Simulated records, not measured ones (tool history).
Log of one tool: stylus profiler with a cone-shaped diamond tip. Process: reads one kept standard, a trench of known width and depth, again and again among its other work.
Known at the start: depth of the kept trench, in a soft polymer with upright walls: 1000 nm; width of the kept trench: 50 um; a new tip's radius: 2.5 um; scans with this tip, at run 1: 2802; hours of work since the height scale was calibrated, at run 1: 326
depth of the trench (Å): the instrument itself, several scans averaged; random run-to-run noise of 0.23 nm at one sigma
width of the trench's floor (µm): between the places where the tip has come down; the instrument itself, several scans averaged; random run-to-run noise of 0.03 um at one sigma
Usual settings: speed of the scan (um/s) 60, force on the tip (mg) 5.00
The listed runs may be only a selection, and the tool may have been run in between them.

run   hour  speed of the scan (um/s)  force on the tip (mg)  scans with this tip  hours of work since the height scale was calibrated  depth of the trench (Å)  width of the trench's floor (µm)
  1    0.0                        60                   5.00                 2802                                                  326                  10193.9                             45.88
  2   15.0                        60                   5.00                 2856                                                  332                  10194.8                             45.89
  3   34.1                        60                   5.00                 2925                                                  340                  10195.1                             45.92
  4   44.5                        60                  11.90                 2963                                                  345                  10345.5                             45.89
  5   57.8                        60                  11.90                 3011                                                  350                  10347.0                             45.98
  6   66.8                        60                  11.90                 3043                                                  354                  10344.8                             45.96
  7   82.2                        60                  11.90                 3099                                                  361                  10350.7                             45.95
  8   97.2                        27                   2.28                 3153                                                  367                  10117.7                             45.94
  9  114.9                        27                   2.28                 3217                                                  374                  10120.3                             45.91
 10  133.3                        46                   2.28                 3283                                                  382                  10116.2                             45.91
 11  151.8                       210                   1.73                 3350                                                  390                  10094.3                             45.33

3 options for the next run, each taken on its own from the tool as it stands now. Forecast them:
  A  167.7                       146                   1.73                 3407                                                  397                        ?                                 ?
  B  167.7                       210                   4.88                 3407                                                  397                        ?                                 ?
  C  167.7                        50                   5.55                 3407                                                  397                        ?                                 ?

run  depth of the trench (Å)  width of the trench's floor (µm)
  A                  10095.5                             45.59
  B                  10189.8                             45.65
  C                  10211.4                             45.95
The same runs, with their run-to-run variation unchanged, on a tool lacking any hidden condition would have given:
run  depth of the trench (Å)  width of the trench's floor (µm)
  A                  10095.4                             45.59
  B                  10189.7                             45.66
  C                  10211.4                             45.95
